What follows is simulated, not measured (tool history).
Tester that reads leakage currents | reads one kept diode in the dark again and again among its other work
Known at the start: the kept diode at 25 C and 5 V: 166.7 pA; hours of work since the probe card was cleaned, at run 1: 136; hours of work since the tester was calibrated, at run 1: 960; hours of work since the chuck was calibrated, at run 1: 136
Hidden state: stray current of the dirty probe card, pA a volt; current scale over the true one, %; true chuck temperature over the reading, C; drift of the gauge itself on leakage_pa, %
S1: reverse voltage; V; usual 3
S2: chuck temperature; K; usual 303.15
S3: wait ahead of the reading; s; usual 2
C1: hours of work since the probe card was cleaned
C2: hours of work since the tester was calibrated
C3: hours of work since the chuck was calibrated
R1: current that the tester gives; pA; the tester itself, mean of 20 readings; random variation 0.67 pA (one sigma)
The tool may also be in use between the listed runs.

run 1 hour=0 | S1=3 S2=303.15 S3=2 | C1=136 C2=960 C3=136 | R1=222.11
run 2 hour=84.6 | S1=3 S2=303.15 S3=2.15 | C1=194 C2=1018 C3=194 | R1=222.77
run 3 hour=169.7 | S1=3 S2=303.15 S3=2.15 | C1=252 C2=1076 C3=252 | R1=223.67
run 4 hour=264.6 | S1=3 S2=303.15 S3=2 | C1=318 C2=1141 C3=318 | R1=223.35
run 5 hour=330.9 | S1=3 S2=303.15 S3=2 | C1=363 C2=1186 C3=363 | R1=224.14
run 6 hour=399.9 | S1=3 S2=303.15 S3=2 | C1=410 C2=1234 C3=410 | R1=224.15
run 7 hour=496 | S1=3 S2=303.15 S3=2 | C1=476 C2=1300 C3=476 | R1=224.13
run 8 hour=537.4 | S1=3 S2=303.15 S3=2 | C1=505 C2=1328 C3=505 | R1=223.31
run 9 hour=591.8 | S1=3 S2=303.15 S3=2 | C1=542 C2=1365 C3=542 | R1=223.96
run 10 hour=653.2 | S1=3 S2=303.15 S3=2 | C1=584 C2=1407 C3=584 | R1=223.19
run 11 hour=702.3 | S1=3 S2=303.15 S3=5.46 | C1=618 C2=1441 C3=618 | R1=223.4
run 12 hour=781.2 | S1=3 S2=303.15 S3=5.46 | C1=672 C2=1495 C3=672 | R1=222.99
run 13 hour=822.2 | S1=3 S2=319.15 S3=2 | C1=700 C2=1523 C3=700 | R1=925.46
run 14 hour=877.9 | S1=3 S2=319.15 S3=2 | C1=738 C2=1561 C3=738 | R1=925.56
run 15 hour=936.3 | S1=3 S2=319.15 S3=2 | C1=778 C2=1601 C3=778 | R1=921.85
run 16 hour=1027.6 | S1=3 S2=319.15 S3=2 | C1=841 C2=1664 C3=841 | R1=924.62
run 17 hour=1088.2 | S1=10.67 S2=319.15 S3=2 | C1=882 C2=1705 C3=882 | R1=1460.45
run 18 hour=1146.6 | S1=3 S2=303.15 S3=2 | C1=922 C2=1745 C3=922 | R1=224.22
run 19 hour=1242.4 | S1=3 S2=303.15 S3=2 | C1=988 C2=1811 C3=988 | R1=223.06
run 20 hour=1285.4 | S1=9.57 S2=298.15 S3=2 | C1=1017 C2=1841 C3=1017 | R1=210.51
run 21 hour=1350 | S1=1.14 S2=305.15 S3=2 | C1=1061 C2=1885 C3=1061 | R1=189.85
run 22 hour=1430.8 | S1=1.14 S2=305.15 S3=2 | C1=1117 C2=1940 C3=1117 | R1=190.16
-- hour=1474.1 probe card cleaned and baked
run 23 hour=1496.2 | S1=1.14 S2=320.15 S3=0.72 | C1=15 C2=1983 C3=1160 | R1=712.73
run 24 hour=1558.3 | S1=1.14 S2=320.15 S3=0.72 | C1=58 C2=2026 C3=1202 | R1=706.83
run 25 hour=1624.5 | S1=3 S2=303.15 S3=0.36 | C1=103 C2=2071 C3=1248 | R1=224.97
run 26 hour=1693.6 | S1=3 S2=303.15 S3=0.36 | C1=150 C2=2118 C3=1295 | R1=225.53
run 27 hour=1743 | S1=1.81 S2=303.15 S3=5.98 | C1=184 C2=2152 C3=1329 | R1=186.55
run 28 hour=1792.1 | S1=5.04 S2=301.15 S3=1.56 | C1=218 C2=2186 C3=1362 | R1=222.86
run 29 hour=1851.3 | S1=5.04 S2=311.15 S3=3.77 | C1=259 C2=2226 C3=1403 | R1=558.12
-- hour=1909.7 chuck's temperature calibrated
run 30 hour=1912.5 | S1=3 S2=312.15 S3=4.08 | C1=299 C2=2267 C3=2 | R1=504.13
run 31 hour=1961.6 | S1=3 S2=312.15 S3=4.08 | C1=333 C2=2301 C3=36 | R1=505.91
run 32 hour=2045.4 | S1=3 S2=294.15 S3=4.08 | C1=390 C2=2358 C3=93 | R1=94.26
run 33 hour=2094.1 | S1=9.83 S2=299.15 S3=1.59 | C1=424 C2=2391 C3=126 | R1=234.77
run 34 hour=2177.7 | S1=9.83 S2=299.15 S3=1.59 | C1=481 C2=2449 C3=184 | R1=236.68
run 35 hour=2252.5 | S1=3 S2=298.15 S3=1.72 | C1=532 C2=2500 C3=235 | R1=139.69
run 36 hour=2321.7 | S1=9.97 S2=297.15 S3=2 | C1=580 C2=2547 C3=282 | R1=196.6

4 ways to go on from here, each from the tool as it stands after run 36. What would each give?
run A hour=2380.2 | S1=6.62 S2=297.15 S3=2 | C1=620 C2=2587 C3=322 | R1=?
run B hour=2380.2 | S1=9.97 S2=304.15 S3=2 | C1=620 C2=2587 C3=322 | R1=?
run C hour=2380.2 | S1=12.71 S2=303.15 S3=8.72 | C1=620 C2=2587 C3=322 | R1=?
run D hour=2380.2 | S1=3 S2=293.15 S3=3.78 | C1=620 C2=2587 C3=322 | R1=?

run=A R1=168.07
run=B R1=378.26
run=C R1=374.76
run=D R1=85.69
Without the tool's hidden state the same runs would have given:
run=A R1=168.01
run=B R1=378.23
run=C R1=374.67
run=D R1=85.67
